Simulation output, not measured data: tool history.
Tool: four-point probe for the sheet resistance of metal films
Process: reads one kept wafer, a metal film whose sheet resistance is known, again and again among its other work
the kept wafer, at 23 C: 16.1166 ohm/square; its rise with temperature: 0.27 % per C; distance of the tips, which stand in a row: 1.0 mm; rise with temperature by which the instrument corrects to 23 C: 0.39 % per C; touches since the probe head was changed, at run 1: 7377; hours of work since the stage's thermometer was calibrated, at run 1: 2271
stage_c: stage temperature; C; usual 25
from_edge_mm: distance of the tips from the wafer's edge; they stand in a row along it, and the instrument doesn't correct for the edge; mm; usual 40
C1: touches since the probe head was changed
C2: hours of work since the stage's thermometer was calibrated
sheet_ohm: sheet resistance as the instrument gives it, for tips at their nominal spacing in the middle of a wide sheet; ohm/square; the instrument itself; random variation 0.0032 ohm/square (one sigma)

{"run": 1, "day": 0.0, "stage_c": 25, "from_edge_mm": 40, "C1": 7377, "C2": 2271, "sheet_ohm": 16.136479}
{"run": 2, "day": 1.062, "stage_c": 25, "from_edge_mm": 40, "C1": 7721, "C2": 2285, "sheet_ohm": 16.137091}
{"run": 3, "day": 2.267, "stage_c": 25, "from_edge_mm": 40, "C1": 8110, "C2": 2301, "sheet_ohm": 16.130657}
{"run": 4, "day": 3.196, "stage_c": 28, "from_edge_mm": 40, "C1": 8411, "C2": 2314, "sheet_ohm": 16.075834}
{"run": 5, "day": 4.225, "stage_c": 28, "from_edge_mm": 40, "C1": 8744, "C2": 2328, "sheet_ohm": 16.077502}
{"day": 4.771, "done": "stage's thermometer calibrated"}
{"run": 6, "day": 5.138, "stage_c": 19, "from_edge_mm": 40, "C1": 9033, "C2": 5, "sheet_ohm": 16.237088}
{"run": 7, "day": 6.033, "stage_c": 33, "from_edge_mm": 40, "C1": 9321, "C2": 17, "sheet_ohm": 15.971619}
{"run": 8, "day": 6.554, "stage_c": 33, "from_edge_mm": 40, "C1": 9491, "C2": 24, "sheet_ohm": 15.969147}
{"run": 9, "day": 7.271, "stage_c": 33, "from_edge_mm": 8, "C1": 9722, "C2": 34, "sheet_ohm": 16.099668}
{"run": 10, "day": 8.054, "stage_c": 34, "from_edge_mm": 6, "C1": 9976, "C2": 45, "sheet_ohm": 16.181392}
{"run": 11, "day": 9.329, "stage_c": 34, "from_edge_mm": 6, "C1": 10389, "C2": 62, "sheet_ohm": 16.187269}
{"run": 12, "day": 10.042, "stage_c": 19, "from_edge_mm": 8, "C1": 10619, "C2": 72, "sheet_ohm": 16.361786}
{"day": 10.975, "done": "stage's thermometer calibrated, once more"}
{"run": 13, "day": 11.288, "stage_c": 25, "from_edge_mm": 49, "C1": 11014, "C2": 4, "sheet_ohm": 16.136355}
{"run": 14, "day": 11.975, "stage_c": 20, "from_edge_mm": 40, "C1": 11237, "C2": 14, "sheet_ohm": 16.245303}
{"run": 15, "day": 13.054, "stage_c": 20, "from_edge_mm": 40, "C1": 11586, "C2": 28, "sheet_ohm": 16.241708}
{"run": 16, "day": 13.696, "stage_c": 20, "from_edge_mm": 40, "C1": 11794, "C2": 37, "sheet_ohm": 16.240464}

5 ways to go on from here, each from the tool as it stands after run 16. What would each give?
{"run": "A", "day": 14.75, "stage_c": 19, "from_edge_mm": 40, "C1": 12135, "C2": 51, "sheet_ohm": "?"}
{"run": "B", "day": 14.75, "stage_c": 21, "from_edge_mm": 9, "C1": 12135, "C2": 51, "sheet_ohm": "?"}
{"run": "C", "day": 14.75, "stage_c": 26, "from_edge_mm": 43, "C1": 12135, "C2": 51, "sheet_ohm": "?"}
{"run": "D", "day": 14.75, "stage_c": 26, "from_edge_mm": 41, "C1": 12135, "C2": 51, "sheet_ohm": "?"}
{"run": "E", "day": 14.75, "stage_c": 26, "from_edge_mm": 11, "C1": 12135, "C2": 51, "sheet_ohm": "?"}

run=A sheet_ohm=16.262179
run=B sheet_ohm=16.320277
run=C sheet_ohm=16.124925
run=D sheet_ohm=16.122659
run=E sheet_ohm=16.189887
Without the tool's hidden state the same runs would have given:
run=A sheet_ohm=16.201722
run=B sheet_ohm=16.259636
run=C sheet_ohm=16.064989
run=D sheet_ohm=16.062731
run=E sheet_ohm=16.129728
